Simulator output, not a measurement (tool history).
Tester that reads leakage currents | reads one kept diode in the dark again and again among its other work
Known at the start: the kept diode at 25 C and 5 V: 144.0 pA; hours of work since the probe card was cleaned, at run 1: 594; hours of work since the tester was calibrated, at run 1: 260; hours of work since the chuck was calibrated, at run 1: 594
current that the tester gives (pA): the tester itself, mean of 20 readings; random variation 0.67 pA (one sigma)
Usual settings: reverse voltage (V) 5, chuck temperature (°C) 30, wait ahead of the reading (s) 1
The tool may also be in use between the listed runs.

run    hour  reverse voltage (V)  chuck temperature (°C)  wait ahead of the reading (s)  hours of work since the probe card was cleaned  hours of work since the tester was calibrated  hours of work since the chuck was calibrated  current that the tester gives (pA)
  1       0                    5                      30                              1                                             594                                            260                                           594                              247.56
      136.8  -- chuck's temperature calibrated
  2   160.9                    5                      30                              1                                             714                                            379                                            18                              220.23
  3     274                    5                      30                           0.31                                             799                                            464                                           103                               226.7
  4   412.8                    5                      30                           0.31                                             903                                            568                                           207                              231.56
  5   672.1                 2.85                      30                              1                                            1098                                            763                                           402                              187.41
  6   891.3                    5                      30                              1                                            1262                                            928                                           567                              243.91
  7  1024.7                    5                      30                              1                                            1363                                           1028                                           667                              248.13
     1064.9  -- chuck's temperature calibrated
  8  1148.7                    5                      30                              1                                            1454                                           1120                                            63                               223.7
  9    1266                    5                      30                              1                                            1542                                           1208                                           151                               226.9
 10  1515.8                    5                      30                              1                                            1730                                           1395                                           339                              236.45
 11    1710                 5.23                      30                              1                                            1876                                           1541                                           484                              243.71
 12  1948.1                    5                      30                              1                                            2055                                           1720                                           663                              249.07
     1998.1  -- chuck's temperature calibrated
 13  2066.7                    5                      30                              1                                            2142                                           1808                                            52                              220.73
 14  2245.5                    5                      30                              1                                            2277                                           1942                                           186                               227.7
 15  2493.6                    5                      48                              1                                            2463                                           2128                                           372                              947.77
 16    2605                    5                      39                              1                                            2547                                           2212                                           456                              490.73
 17    2800                    5                      39                              1                                            2693                                           2358                                           602                              502.02
     2930.5  -- chuck's temperature calibrated
 18  3059.3                    5                      39                              1                                            2886                                           2552                                            97                              462.75
 19  3179.4                    5                      23                              1                                            2977                                           2642                                           187                              129.23
 20  3338.1                    5                      23                              1                                            3096                                           2761                                           306                               132.7
 21  3529.7                 1.71                      52                           6.94                                            3240                                           2905                                           450                              837.65
 22    3655                 1.71                      52                           6.94                                            3334                                           2999                                           544                               849.4
 23  3841.9                  1.2                      30                           0.41                                            3474                                           3140                                           685                              139.58
       3866  -- chuck's temperature calibrated
 24  4104.4                  1.2                      30                           0.41                                            3670                                           3335                                           179                              126.53
 25  4213.3                    5                      48                              3                                            3752                                           3417                                           261                              930.44
 26  4344.9                    5                      48                              3                                            3850                                           3516                                           360                              947.87
     4363.1  -- probe card cleaned and baked
 27  4495.3                 1.68                      44                           2.02                                              99                                           3626                                           470                              457.64
 28  4610.4                 8.81                      44                           1.13                                             186                                           3713                                           557                              922.28
 29    4721                 8.81                      44                           1.13                                             269                                           3796                                           640                              930.12
     4793.8  -- chuck's temperature calibrated
 30  4855.8                 9.14                      52                           1.13                                             369                                           3896                                            47                             1544.83
     4949.3  -- tester calibrated
 31  5014.5                 1.17                      35                           1.29                                             486                                             49                                           164                              188.93
 32  5265.7                 1.17                      35                           1.29                                             675                                            238                                           353                              195.34
 33    5376                 1.26                      30                           1.95                                             758                                            321                                           436                              135.85
 34  5593.6                 1.26                      30                           1.95                                             921                                            484                                           599                              139.85
     5738.2  -- chuck's temperature calibrated
 35    5831                 1.68                      24                           1.79                                            1098                                            661                                            70                               85.49
 36  5957.7                  1.3                      55                           0.64                                            1193                                            756                                           165                              883.78
 37  6107.7                 2.73                      53                           8.44                                            1306                                            869                                           278                             1050.94
 38  6370.4                 6.98                      53                           8.75                                            1503                                           1066                                           475                             1594.43
 39    6511                 4.53                      30                              1                                            1609                                           1172                                           580                              235.84

3 ways to go on from here, each from the tool as it stands after run 39. What would each give?
     6666.5  -- chuck's temperature calibrated
  A  6698.3                    5                      30                           1.08                                            1748                                           1311                                            24                                   ?
     6666.5  -- chuck's temperature calibrated
  B  6698.3                 5.78                      30                              1                                            1748                                           1311                                            24                                   ?
     6666.5  -- chuck's temperature calibrated
  C  6698.3                 2.15                      53                           0.97                                            1748                                           1311                                            24                                   ?

run  current that the tester gives (pA)
  A                              222.51
  B                              236.82
  C                              930.53
Without the tool's hidden state the same runs would have given:
run  current that the tester gives (pA)
  A                               221.2
  B                               235.3
  C                              931.13
